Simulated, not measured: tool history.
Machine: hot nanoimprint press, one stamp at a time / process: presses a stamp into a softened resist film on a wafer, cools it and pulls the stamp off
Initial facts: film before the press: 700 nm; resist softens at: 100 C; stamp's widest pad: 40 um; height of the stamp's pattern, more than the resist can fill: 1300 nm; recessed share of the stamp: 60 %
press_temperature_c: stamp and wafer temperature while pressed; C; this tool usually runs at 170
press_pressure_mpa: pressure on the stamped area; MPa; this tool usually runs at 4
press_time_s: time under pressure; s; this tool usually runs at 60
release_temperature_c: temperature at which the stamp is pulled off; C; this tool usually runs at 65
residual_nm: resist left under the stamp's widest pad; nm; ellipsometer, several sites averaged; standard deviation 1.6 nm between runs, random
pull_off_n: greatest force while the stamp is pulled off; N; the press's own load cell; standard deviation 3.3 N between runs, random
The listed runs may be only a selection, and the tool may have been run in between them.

{"run": 1, "hour": 0.0, "press_temperature_c": 170, "press_pressure_mpa": 4, "press_time_s": 60, "release_temperature_c": 65, "residual_nm": 383.3, "pull_off_n": 168}
{"run": 2, "hour": 10.5, "press_temperature_c": 170, "press_pressure_mpa": 4, "press_time_s": 60, "release_temperature_c": 65, "residual_nm": 383.9, "pull_off_n": 170}
{"run": 3, "hour": 30.1, "press_temperature_c": 170, "press_pressure_mpa": 4, "press_time_s": 60, "release_temperature_c": 65, "residual_nm": 379.1, "pull_off_n": 173}
{"run": 4, "hour": 46.3, "press_temperature_c": 170, "press_pressure_mpa": 4, "press_time_s": 60, "release_temperature_c": 65, "residual_nm": 382.1, "pull_off_n": 175}
{"run": 5, "hour": 54.9, "press_temperature_c": 170, "press_pressure_mpa": 4, "press_time_s": 60, "release_temperature_c": 65, "residual_nm": 383.6, "pull_off_n": 175}
{"run": 6, "hour": 67.8, "press_temperature_c": 170, "press_pressure_mpa": 4, "press_time_s": 60, "release_temperature_c": 65, "residual_nm": 386.7, "pull_off_n": 184}
{"run": 7, "hour": 81.7, "press_temperature_c": 170, "press_pressure_mpa": 4, "press_time_s": 60, "release_temperature_c": 65, "residual_nm": 387.3, "pull_off_n": 181}
{"run": 8, "hour": 98.0, "press_temperature_c": 170, "press_pressure_mpa": 4, "press_time_s": 60, "release_temperature_c": 65, "residual_nm": 385.1, "pull_off_n": 189}
{"run": 9, "hour": 112.1, "press_temperature_c": 170, "press_pressure_mpa": 4, "press_time_s": 45, "release_temperature_c": 65, "residual_nm": 418.3, "pull_off_n": 196}
{"hour": 116.0, "done": "plate thermocouple calibrated"}
{"run": 10, "hour": 123.0, "press_temperature_c": 170, "press_pressure_mpa": 4, "press_time_s": 60, "release_temperature_c": 65, "residual_nm": 390.9, "pull_off_n": 190}
{"run": 11, "hour": 133.5, "press_temperature_c": 170, "press_pressure_mpa": 4, "press_time_s": 60, "release_temperature_c": 65, "residual_nm": 390.3, "pull_off_n": 197}
{"run": 12, "hour": 148.8, "press_temperature_c": 170, "press_pressure_mpa": 4, "press_time_s": 60, "release_temperature_c": 65, "residual_nm": 389.6, "pull_off_n": 194}
{"run": 13, "hour": 159.5, "press_temperature_c": 169, "press_pressure_mpa": 4, "press_time_s": 60, "release_temperature_c": 65, "residual_nm": 402.4, "pull_off_n": 198}
{"run": 14, "hour": 169.9, "press_temperature_c": 169, "press_pressure_mpa": 4, "press_time_s": 60, "release_temperature_c": 65, "residual_nm": 406.4, "pull_off_n": 197}
{"run": 15, "hour": 184.1, "press_temperature_c": 170, "press_pressure_mpa": 4, "press_time_s": 60, "release_temperature_c": 65, "residual_nm": 393.6, "pull_off_n": 196}
{"run": 16, "hour": 198.5, "press_temperature_c": 170, "press_pressure_mpa": 4, "press_time_s": 60, "release_temperature_c": 65, "residual_nm": 392.8, "pull_off_n": 199}
{"hour": 207.0, "done": "plate thermocouple calibrated, once more"}
{"run": 17, "hour": 210.2, "press_temperature_c": 182, "press_pressure_mpa": 2.4, "press_time_s": 60, "release_temperature_c": 60, "residual_nm": 340.1, "pull_off_n": 214}
{"run": 18, "hour": 227.5, "press_temperature_c": 170, "press_pressure_mpa": 3.27, "press_time_s": 100, "release_temperature_c": 67, "residual_nm": 363.5, "pull_off_n": 195}
{"run": 19, "hour": 238.0, "press_temperature_c": 162, "press_pressure_mpa": 2.54, "press_time_s": 60, "release_temperature_c": 65, "residual_nm": 572.8, "pull_off_n": 212}
{"run": 20, "hour": 257.4, "press_temperature_c": 170, "press_pressure_mpa": 4, "press_time_s": 60, "release_temperature_c": 53, "residual_nm": 381.6, "pull_off_n": 252}
{"run": 21, "hour": 271.0, "press_temperature_c": 180, "press_pressure_mpa": 4, "press_time_s": 66, "release_temperature_c": 51, "residual_nm": 264.8, "pull_off_n": 256}
{"run": 22, "hour": 286.0, "press_temperature_c": 173, "press_pressure_mpa": 4.21, "press_time_s": 62, "release_temperature_c": 52, "residual_nm": 335, "pull_off_n": 254}
{"run": 23, "hour": 295.3, "press_temperature_c": 165, "press_pressure_mpa": 4.21, "press_time_s": 43, "release_temperature_c": 53, "residual_nm": 477.3, "pull_off_n": 255}
{"run": 24, "hour": 305.3, "press_temperature_c": 165, "press_pressure_mpa": 4.21, "press_time_s": 43, "release_temperature_c": 53, "residual_nm": 484.7, "pull_off_n": 272}
{"run": 25, "hour": 314.5, "press_temperature_c": 165, "press_pressure_mpa": 3.52, "press_time_s": 67, "release_temperature_c": 53, "residual_nm": 462.4, "pull_off_n": 260}
{"run": 26, "hour": 333.9, "press_temperature_c": 177, "press_pressure_mpa": 4, "press_time_s": 60, "release_temperature_c": 56, "residual_nm": 305.3, "pull_off_n": 261}

Run 27 has not been measured yet. What should we expect?
{"run": 27, "hour": 346.4, "press_temperature_c": 177, "press_pressure_mpa": 4.57, "press_time_s": 60, "release_temperature_c": 70, "residual_nm": "?", "pull_off_n": "?"}

{"run 27": {"residual_nm": 280.1, "pull_off_n": 209}}
Were there no unlogged condition in the tool, this run, its random variation unchanged, would have produced residual_nm 275.6 nm, pull_off_n 146 N.

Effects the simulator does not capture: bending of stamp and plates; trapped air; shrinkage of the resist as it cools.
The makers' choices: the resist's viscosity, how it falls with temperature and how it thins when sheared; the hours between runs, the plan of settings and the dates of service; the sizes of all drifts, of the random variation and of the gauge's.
